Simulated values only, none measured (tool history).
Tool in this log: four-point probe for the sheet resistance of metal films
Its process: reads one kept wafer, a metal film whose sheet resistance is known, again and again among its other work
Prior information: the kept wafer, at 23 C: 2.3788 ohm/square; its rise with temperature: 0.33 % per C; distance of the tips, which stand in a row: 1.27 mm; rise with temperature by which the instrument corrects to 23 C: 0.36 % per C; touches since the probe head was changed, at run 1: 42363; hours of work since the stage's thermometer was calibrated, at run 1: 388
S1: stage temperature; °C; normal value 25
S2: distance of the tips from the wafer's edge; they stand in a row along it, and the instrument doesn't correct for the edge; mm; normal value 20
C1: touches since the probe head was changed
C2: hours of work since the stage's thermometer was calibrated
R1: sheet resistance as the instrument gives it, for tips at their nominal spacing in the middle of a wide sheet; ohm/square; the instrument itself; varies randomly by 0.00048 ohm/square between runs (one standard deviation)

run,hour,S1,S2,C1,C2,R1
1,0.0,25,20,42363,388,2.394910
2,7.9,25,4,42679,395,2.511808
3,17.5,22,4,43065,402,2.514291
4,27.6,24,4,43467,410,2.512644
5,43.6,24,4,44105,422,2.512249
6,56.1,35,20,44606,432,2.387772
7,65.8,35,20,44995,440,2.387642
8,81.5,35,20,45621,452,2.388827
9,91.3,35,20,46015,460,2.387920
10,100.1,25,20,46363,467,2.394927
11,108.1,25,20,46683,473,2.395415
12,117.7,25,20,47067,480,2.395528
13,132.4,32,20,47656,492,2.390009
14,145.4,32,20,48176,502,2.391667
15,157.0,32,20,48639,511,2.391575
16,166.1,28,62,49006,518,2.389460
17,176.8,26,7,49430,526,2.432046
18,187.7,34,40,49867,535,2.386051
19,196.4,24,6,50215,542,2.448923
20,210.7,24,6,50786,553,2.447423
21,223.2,23,7,51287,563,2.434758
22,235.7,34,7,51788,573,2.426712
23,243.1,34,7,52080,578,2.427659
24,257.2,25,5,52647,589,2.471472
25,264.9,24,11,52954,595,2.408972

Forecast each of these 5 alternatives for the next run:
A,272.2,26,5,53245,601,?
B,272.2,26,20,53245,601,?
C,272.2,29,14,53245,601,?
D,272.2,32,4,53245,601,?
E,272.2,33,74,53245,601,?

run,R1
A,2.470482
B,2.396488
C,2.400704
D,2.510404
E,2.386069
Stripped of hidden state, with their random variation kept, the same runs would have yielded:
run,R1
A,2.455469
B,2.381885
C,2.386067
D,2.495151
E,2.371502
